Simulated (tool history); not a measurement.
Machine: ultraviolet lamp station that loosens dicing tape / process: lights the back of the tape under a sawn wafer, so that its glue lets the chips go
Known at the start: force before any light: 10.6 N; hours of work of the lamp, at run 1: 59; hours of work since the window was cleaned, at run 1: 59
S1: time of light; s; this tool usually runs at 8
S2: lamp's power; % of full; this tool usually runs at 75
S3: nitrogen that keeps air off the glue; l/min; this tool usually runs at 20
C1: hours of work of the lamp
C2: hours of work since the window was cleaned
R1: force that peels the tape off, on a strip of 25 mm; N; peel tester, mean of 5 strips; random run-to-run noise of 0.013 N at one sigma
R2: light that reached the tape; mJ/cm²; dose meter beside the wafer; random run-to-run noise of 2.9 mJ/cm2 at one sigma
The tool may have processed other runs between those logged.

Run 1, hour 0: usual settings; C1 59; C2 59. Result: R1 0.645 N, R2 401 mJ/cm².
Run 2, hour 14.9: usual settings; C1 67; C2 67. Result: R1 0.645 N, R2 404 mJ/cm².
Run 3, hour 30.6: usual settings but S2 79 % of full; C1 75; C2 75. Result: R1 0.57 N, R2 417 mJ/cm².
Run 4, hour 62.8: usual settings but S2 79 % of full; C1 92; C2 92. Result: R1 0.621 N, R2 418 mJ/cm².
Run 5, hour 86.3: usual settings but S2 82 % of full; C1 104; C2 104. Result: R1 0.565 N, R2 425 mJ/cm².
Run 6, hour 100.5: usual settings but S3 9 l/min; C1 111; C2 111. Result: R1 1.355 N, R2 386 mJ/cm².
Run 7, hour 114.4: usual settings but S3 9 l/min; C1 118; C2 118. Result: R1 1.395 N, R2 389 mJ/cm².
Run 8, hour 146.2: usual settings but S3 9 l/min; C1 135; C2 135. Result: R1 1.434 N, R2 387 mJ/cm².
Run 9, hour 172.5: usual settings but S3 9 l/min; C1 148; C2 148. Result: R1 1.434 N, R2 378 mJ/cm².
Run 10, hour 195.1: usual settings but S3 9 l/min; C1 160; C2 160. Result: R1 1.404 N, R2 381 mJ/cm².
Run 11, hour 212.8: usual settings but S3 9 l/min; C1 169; C2 169. Result: R1 1.421 N, R2 377 mJ/cm².
Run 12, hour 238.9: usual settings but S2 86 % of full; C1 182; C2 182. Result: R1 0.589 N, R2 432 mJ/cm².
Run 13, hour 268.2: usual settings but S2 86 % of full; C1 198; C2 198. Result: R1 0.566 N, R2 427 mJ/cm².
Run 14, hour 294.4: usual settings but S2 86 % of full; C1 211; C2 211. Result: R1 0.614 N, R2 423 mJ/cm².
Run 15, hour 308.6: usual settings but S2 86 % of full; C1 218; C2 218. Result: R1 0.595 N, R2 425 mJ/cm².
Run 16, hour 334.9: usual settings; C1 232; C2 232. Result: R1 0.806 N, R2 363 mJ/cm².
Run 17, hour 349.6: usual settings; C1 239; C2 239. Result: R1 0.791 N, R2 361 mJ/cm².
Run 18, hour 368: usual settings but S3 11 l/min; C1 249; C2 249. Result: R1 1.359 N, R2 363 mJ/cm².
Run 19, hour 397.1: usual settings but S3 11 l/min; C1 264; C2 264. Result: R1 1.374 N, R2 358 mJ/cm².
Run 20, hour 411.1: usual settings but S2 98 % of full; C1 271; C2 271. Result: R1 0.462 N, R2 468 mJ/cm².
Run 21, hour 429.9: usual settings but S2 98 % of full; C1 281; C2 281. Result: R1 0.472 N, R2 466 mJ/cm².
Run 22, hour 444.4: usual settings but S2 61 % of full; C1 288; C2 288. Result: R1 1.287 N, R2 285 mJ/cm².
At hour 447.4: window cleaned of glue's vapour.
Run 23, hour 472.6: usual settings but S2 61 % of full; C1 303; C2 13. Result: R1 1.364 N, R2 276 mJ/cm².
Run 24, hour 493.2: usual settings but S1 7 s, S2 68 % of full, S3 26 l/min; C1 313; C2 24. Result: R1 1.197 N, R2 270 mJ/cm².
Run 25, hour 518.1: usual settings but S1 5 s, S2 82 % of full, S3 12 l/min; C1 326; C2 36. Result: R1 2.587 N, R2 233 mJ/cm².
Run 26, hour 535.8: usual settings but S2 61 % of full; C1 335; C2 46. Result: R1 1.421 N, R2 272 mJ/cm².
Run 27, hour 568.6: usual settings but S2 97 % of full, S3 19 l/min; C1 352; C2 62. Result: R1 0.597 N, R2 432 mJ/cm².
Run 28, hour 600.6: usual settings but S1 12 s; C1 368; C2 79. Result: R1 0.419 N, R2 503 mJ/cm².
At hour 611: window cleaned of glue's vapour, once more.
Run 29, hour 630: usual settings but S1 13 s, S2 80 % of full, S3 25 l/min; C1 383; C2 10. Result: R1 0.251 N, R2 648 mJ/cm².
Run 30, hour 658: usual settings but S1 13 s, S2 80 % of full, S3 25 l/min; C1 398; C2 24. Result: R1 0.244 N, R2 640 mJ/cm².
Run 31, hour 680.9: usual settings but S1 13 s, S2 80 % of full, S3 25 l/min; C1 409; C2 36. Result: R1 0.247 N, R2 641 mJ/cm².
Run 32, hour 702.1: usual settings but S1 4 s, S3 17 l/min; C1 420; C2 47. Result: R1 2.926 N, R2 184 mJ/cm².
Run 33, hour 731.3: usual settings but S1 10 s, S3 28 l/min; C1 435; C2 62. Result: R1 0.397 N, R2 448 mJ/cm².
Run 34, hour 756.9: usual settings but S1 10 s, S3 7 l/min; C1 449; C2 75. Result: R1 1.288 N, R2 447 mJ/cm².
Run 35, hour 770.9: usual settings but S2 94 % of full, S3 7 l/min; C1 456; C2 82. Result: R1 1.289 N, R2 448 mJ/cm².
Run 36, hour 788.4: usual settings but S1 13 s, S2 64 % of full, S3 27 l/min; C1 465; C2 91. Result: R1 0.324 N, R2 493 mJ/cm².
Run 37, hour 820.2: usual settings but S1 13 s, S2 64 % of full, S3 27 l/min; C1 481; C2 108. Result: R1 0.336 N, R2 490 mJ/cm².
Run 38, hour 851.3: usual settings but S1 13 s, S2 64 % of full, S3 27 l/min; C1 497; C2 124. Result: R1 0.359 N, R2 484 mJ/cm².
Run 39, hour 870.6: usual settings but S1 13 s, S2 64 % of full, S3 27 l/min; C1 507; C2 134. Result: R1 0.357 N, R2 485 mJ/cm².
Run 40, hour 894.2: usual settings but S1 13 s, S2 64 % of full, S3 27 l/min; C1 519; C2 146. Result: R1 0.36 N, R2 482 mJ/cm².
Run 41, hour 911.3: usual settings; C1 528; C2 155. Result: R1 0.923 N, R2 346 mJ/cm².
Run 42, hour 937.5: usual settings; C1 542; C2 168. Result: R1 0.935 N, R2 340 mJ/cm².
Run 43, hour 961.9: usual settings but S1 12 s, S2 93 % of full; C1 554; C2 181. Result: R1 0.285 N, R2 632 mJ/cm².
Run 44, hour 992.8: usual settings but S1 4 s, S3 11 l/min; C1 570; C2 197. Result: R1 3.868 N, R2 166 mJ/cm².

Below, each run's measurement less what the same run would have read without the hidden state. Both values contain the same run-to-run variation, but the gauge's scatter may not be the same in both:
Unlogged tool condition in this case: lamp's light, % of a new lamp's; light that the window lets through, % of a clean one's; drift of the gauge itself on peel_n, %; drift of the gauge itself on dose_mj_cm2, %.
run      R1    R2
  1   +0.05   -15
  2  +0.056   -17
  3  +0.054   -20
  4  +0.069   -23
  5  +0.071   -28
  6  +0.161   -27
  7  +0.175   -28
  8  +0.201   -32
  9  +0.219   -35
 10  +0.228   -38
 11  +0.243   -39
 12   +0.12   -48
 13  +0.122   -51
 14  +0.142   -55
 15   +0.14   -57
 16  +0.203   -52
 17  +0.208   -53
 18  +0.335   -57
 19  +0.356   -58
 20  +0.124   -79
 21  +0.131   -81
 22  +0.363   -52
 23   +0.43   -59
 24  +0.399   -58
 25  +0.677   -52
 26  +0.479   -64
 27  +0.216  -105
 28  +0.137  -129
 29  +0.021   -75
 30  +0.022   -80
 31  +0.024   -85
 32  +0.465   -25
 33  +0.088   -68
 34   +0.33   -71
 35  +0.338   -73
 36   +0.07   -84
 37  +0.076   -89
 38  +0.086   -92
 39  +0.086   -96
 40  +0.093   -99
 41  +0.315   -73
 42  +0.326   -76
 43  +0.053  -145
 44  +0.811   -41
